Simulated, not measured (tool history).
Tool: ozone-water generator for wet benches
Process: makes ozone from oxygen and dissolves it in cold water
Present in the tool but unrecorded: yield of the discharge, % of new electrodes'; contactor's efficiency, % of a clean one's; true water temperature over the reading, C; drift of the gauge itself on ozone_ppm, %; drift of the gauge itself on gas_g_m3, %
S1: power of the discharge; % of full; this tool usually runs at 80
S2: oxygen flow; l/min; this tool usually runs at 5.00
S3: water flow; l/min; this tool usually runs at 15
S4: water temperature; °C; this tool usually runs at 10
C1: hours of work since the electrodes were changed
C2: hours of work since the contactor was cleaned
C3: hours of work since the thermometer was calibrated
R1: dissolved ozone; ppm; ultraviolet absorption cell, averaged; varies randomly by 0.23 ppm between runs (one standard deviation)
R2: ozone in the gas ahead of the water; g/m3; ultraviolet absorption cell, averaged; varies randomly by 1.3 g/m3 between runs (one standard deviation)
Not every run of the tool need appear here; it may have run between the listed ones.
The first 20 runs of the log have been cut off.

| run | hour | S1 | S2 | S3 | S4 | C1 | C2 | C3 | R1 | R2 |
|---|---|---|---|---|---|---|---|---|---|---|
| 21 | 3167.5 | 41 | 5.00 | 15 | 10 | 11488 | 3076 | 2331 | 18.7 | 126.8 |
|  | 3237.6 | gauge calibrated |
| 22 | 3336.0 | 44 | 5.00 | 15 | 10 | 11654 | 3241 | 2496 | 19.8 | 132.1 |
| 23 | 3444.6 | 44 | 5.00 | 15 | 10 | 11760 | 3347 | 2603 | 19.5 | 131.4 |
| 24 | 3547.0 | 44 | 5.00 | 15 | 10 | 11860 | 3448 | 2703 | 19.9 | 132.0 |
| 25 | 3769.5 | 44 | 5.00 | 15 | 10 | 12079 | 3666 | 2921 | 19.8 | 133.1 |
| 26 | 3958.9 | 64 | 4.53 | 15 | 5 | 12264 | 3852 | 3107 | 29.3 | 195.0 |
| 27 | 4146.8 | 80 | 3.10 | 14 | 10 | 12449 | 4036 | 3291 | 31.8 | 267.2 |
| 28 | 4341.8 | 80 | 5.00 | 9 | 14 | 12640 | 4227 | 3483 | 43.5 | 232.1 |
| 29 | 4517.3 | 80 | 5.00 | 9 | 14 | 12812 | 4399 | 3655 | 43.6 | 232.9 |
|  | 4557.3 | electrodes of the discharge changed |
| 30 | 4633.5 | 90 | 4.98 | 15 | 9 | 75 | 4507 | 3763 | 39.0 | 260.9 |

Branching from run 30: 4 alternative next runs. What would each branch give?
| A | 4830.1 | 81 | 5.00 | 10 | 10 | 268 | 4700 | 3956 | ? | ? |
| B | 4830.1 | 63 | 4.98 | 21 | 11 | 268 | 4700 | 3956 | ? | ? |
| C | 4830.1 | 96 | 4.98 | 15 | 9 | 268 | 4700 | 3956 | ? | ? |
| D | 4830.1 | 90 | 3.06 | 12 | 9 | 268 | 4700 | 3956 | ? | ? |

| run | R1 | R2 |
|---|---|---|
| A | 45.1 | 234.4 |
| B | 21.6 | 186.1 |
| C | 41.5 | 279.4 |
| D | 40.5 | 303.9 |
Without the tool's unlogged condition, the same runs would have read:
| run | R1 | R2 |
|---|---|---|
| A | 45.1 | 231.3 |
| B | 21.6 | 183.6 |
| C | 41.5 | 275.7 |
| D | 40.5 | 299.8 |
